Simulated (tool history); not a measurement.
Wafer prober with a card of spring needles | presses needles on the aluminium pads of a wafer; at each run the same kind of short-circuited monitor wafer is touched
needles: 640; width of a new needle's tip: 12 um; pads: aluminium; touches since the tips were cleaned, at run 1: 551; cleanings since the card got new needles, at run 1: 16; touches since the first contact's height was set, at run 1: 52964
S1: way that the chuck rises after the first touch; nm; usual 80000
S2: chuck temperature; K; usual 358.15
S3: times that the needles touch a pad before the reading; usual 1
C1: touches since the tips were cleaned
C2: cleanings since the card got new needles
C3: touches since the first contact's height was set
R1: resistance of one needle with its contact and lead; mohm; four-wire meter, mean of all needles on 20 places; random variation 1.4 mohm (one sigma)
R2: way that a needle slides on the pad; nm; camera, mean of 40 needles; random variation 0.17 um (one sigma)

run,day,S1,S2,S3,C1,C2,C3,R1,R2
1,0,80000,358.15,1,551,16,52964,130,16790
# day 0.25: tips cleaned on abrasive film
2,0.35,80000,358.15,1,984,17,56408,140,16580
# day 0.55: tips cleaned on abrasive film
3,0.775,80000,358.15,1,2286,18,60660,158,16770
# day 0.879: tips cleaned on abrasive film
4,1.029,74000,358.15,1,1517,19,63159,154,15230
# day 1.179: tips cleaned on abrasive film
# day 1.467: tips cleaned on abrasive film
5,1.504,88000,358.15,1,402,21,67837,127,18410
# day 1.775: tips cleaned on abrasive film
6,1.967,80000,358.15,1,1916,22,72403,154,16440
# day 2.071: tips cleaned on abrasive film
7,2.2,80000,330.15,1,1286,23,74702,147,16640
# day 2.379: tips cleaned on abrasive film
# day 2.679: tips cleaned on abrasive film
8,2.738,80000,330.15,1,559,25,80007,131,16390
# day 2.983: tips cleaned on abrasive film
9,3.242,80000,330.15,1,2558,26,85010,161,16630
# day 3.292: tips cleaned on abrasive film
# day 3.579: tips cleaned on abrasive film
10,3.617,67000,330.15,1,373,28,88687,136,13660
# day 3.875: tips cleaned on abrasive film
11,3.883,65000,330.15,1,81,29,91304,129,13340
# day 4.167: tips cleaned on abrasive film
12,4.346,65000,330.15,1,1780,30,95898,170,13250
# day 4.492: tips cleaned on abrasive film
13,4.75,65000,310.15,1,2608,31,99923,182,13270
# day 4.804: tips cleaned on abrasive film
14,4.992,65000,310.15,1,1876,32,102315,167,13080
# day 5.121: tips cleaned on abrasive film
15,5.288,65000,310.15,1,1659,33,105217,164,13330
# day 5.421: tips cleaned on abrasive film
# day 5.721: tips cleaned on abrasive film
16,5.8,65000,310.15,1,763,35,110261,138,13070
# day 6.025: tips cleaned on abrasive film
# day 6.304: tips cleaned on abrasive film
17,6.304,84000,358.15,1,0,37,115248,124,17100
# day 6.604: tips cleaned on abrasive film
18,6.738,81000,358.15,2,1319,38,119533,135,16350
# day 6.892: tips cleaned on abrasive film
19,7.133,93000,358.15,2,2437,39,123471,138,18870
# day 7.183: tips cleaned on abrasive film
# day 7.492: tips cleaned on abrasive film
20,7.571,93000,358.15,2,794,41,127774,127,18990
# day 7.796: tips cleaned on abrasive film
# day 8.112: tips cleaned on abrasive film
21,8.129,87000,321.15,2,162,43,133269,116,17850
# day 8.392: tips cleaned on abrasive film
22,8.512,77000,324.15,2,1196,44,137073,135,15340
# day 8.7: tips cleaned on abrasive film
23,8.888,77000,304.15,3,1902,45,140791,129,15510
# day 9.012: tips cleaned on abrasive film
# day 9.312: tips cleaned on abrasive film
24,9.4,89000,358.15,2,864,47,145826,132,18180
# day 9.612: tips cleaned on abrasive film
25,9.779,89000,358.15,2,1654,48,149582,140,17870
# day 9.9: tips cleaned on abrasive film
# day 10.162: height of the first contact set anew
26,10.179,97000,337.15,1,2661,49,182,148,21000
# day 10.233: tips cleaned on abrasive film
# day 10.529: tips cleaned on abrasive film
27,10.583,82000,337.15,1,522,51,4120,135,17310
# day 10.846: tips cleaned on abrasive film
28,10.925,75000,305.15,1,777,52,7502,138,16240
# day 11.138: tips cleaned on abrasive film
29,11.212,68000,366.15,1,711,53,10336,146,14640
# day 11.421: tips cleaned on abrasive film
30,11.483,79000,366.15,3,635,54,13039,127,16500
# day 11.721: tips cleaned on abrasive film
31,11.817,61000,358.15,1,940,55,16309,162,13120
# day 12.004: tips cleaned on abrasive film
32,12.238,73000,358.15,2,2332,56,20480,153,15610

Measured less the same run without the tool's hidden state. The same run-to-run variation is in both; the gauge's scatter may not be:
The hidden state here: debris on the tips, nm; way that the needles fall short of the set height, um; tips' diameter, um; drift of the gauge itself on contact_mohm, %; drift of the gauge itself on scrub_um, %.
run,R1,R2
1,+11,-400
2,+20,-430
3,+37,-460
4,+34,-470
5,+9,-550
6,+33,-570
7,+30,-590
8,+15,-630
9,+45,-660
10,+18,-710
11,+11,-740
12,+54,-780
13,+68,-820
14,+54,-810
15,+51,-870
16,+26,-920
17,+4,-960
18,+17,-970
19,+20,-1020
20,+9,-1070
21,+4,-1130
22,+20,-1150
23,+19,-1170
24,+12,-1230
25,+19,-1240
26,+33,+0
27,+17,-50
28,+23,-90
29,+24,-110
30,+7,-140
31,+40,-170
32,+33,-200
